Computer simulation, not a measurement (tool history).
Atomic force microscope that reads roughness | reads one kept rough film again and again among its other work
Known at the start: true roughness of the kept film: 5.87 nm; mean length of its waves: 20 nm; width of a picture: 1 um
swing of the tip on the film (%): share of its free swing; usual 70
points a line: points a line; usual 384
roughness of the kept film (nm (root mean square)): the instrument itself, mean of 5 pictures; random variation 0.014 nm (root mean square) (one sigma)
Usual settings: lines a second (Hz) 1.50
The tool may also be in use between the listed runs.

run	hour	lines a second (Hz)	swing of the tip on the film (%)	points a line	roughness of the kept film (nm (root mean square))
1	0.0	1.50	70	384	2.577
2	52.2	2.23	70	384	2.258
# hour 75.7: new tip fitted
3	98.2	1.50	70	639	3.229
4	133.9	1.50	70	384	2.879
5	165.1	1.36	70	384	2.726
6	196.5	1.36	70	384	2.574
7	259.9	1.50	70	384	2.262
# hour 295.1: new tip fitted
8	295.1	1.50	70	384	3.266
9	321.0	1.50	70	384	3.028
10	347.6	1.50	70	384	2.878
11	403.9	1.50	70	384	2.580
12	436.8	0.83	70	384	2.500
13	469.2	0.83	70	870	2.377
14	496.6	0.83	70	870	2.257
# hour 514.5: new tip fitted
15	534.1	1.50	70	384	3.119
16	570.7	1.50	70	389	2.853
17	627.7	1.50	70	389	2.512
18	654.7	1.50	70	389	2.403
19	696.4	1.50	70	384	2.207
20	722.5	1.50	70	384	2.122
# hour 734.9: new tip fitted
21	772.1	1.50	69	384	3.004
22	808.6	1.50	69	384	2.773
23	845.6	1.50	69	384	2.567
24	876.8	1.89	70	384	2.366
25	920.8	0.90	68	971	2.320
# hour 957.7: new tip fitted
26	967.9	3.91	66	563	3.082
27	1024.1	3.91	66	563	2.697
28	1062.6	0.67	58	274	2.752
29	1112.2	1.50	66	318	2.407
30	1175.3	1.50	66	318	2.126
# hour 1180.9: new tip fitted
# hour 1181.9: height scale calibrated on a step standard
31	1238.2	2.60	70	532	2.763
32	1273.6	2.60	67	1003	2.614
33	1312.1	0.66	71	407	2.562
34	1363.5	0.66	71	407	2.340
# hour 1402.1: new tip fitted
35	1414.5	1.74	71	407	3.129
36	1451.3	1.74	71	407	2.847
# hour 1459.2: height scale calibrated on a step standard, once more
37	1480.0	1.74	71	407	2.702

The next listed run, before its measurement:
38	1520.6	0.90	80	556	?

{"run 38": {"roughness of the kept film (nm (root mean square))": 2.571}}
Without the tool's hidden state the same run would have given roughness of the kept film (nm (root mean square)) 3.450.

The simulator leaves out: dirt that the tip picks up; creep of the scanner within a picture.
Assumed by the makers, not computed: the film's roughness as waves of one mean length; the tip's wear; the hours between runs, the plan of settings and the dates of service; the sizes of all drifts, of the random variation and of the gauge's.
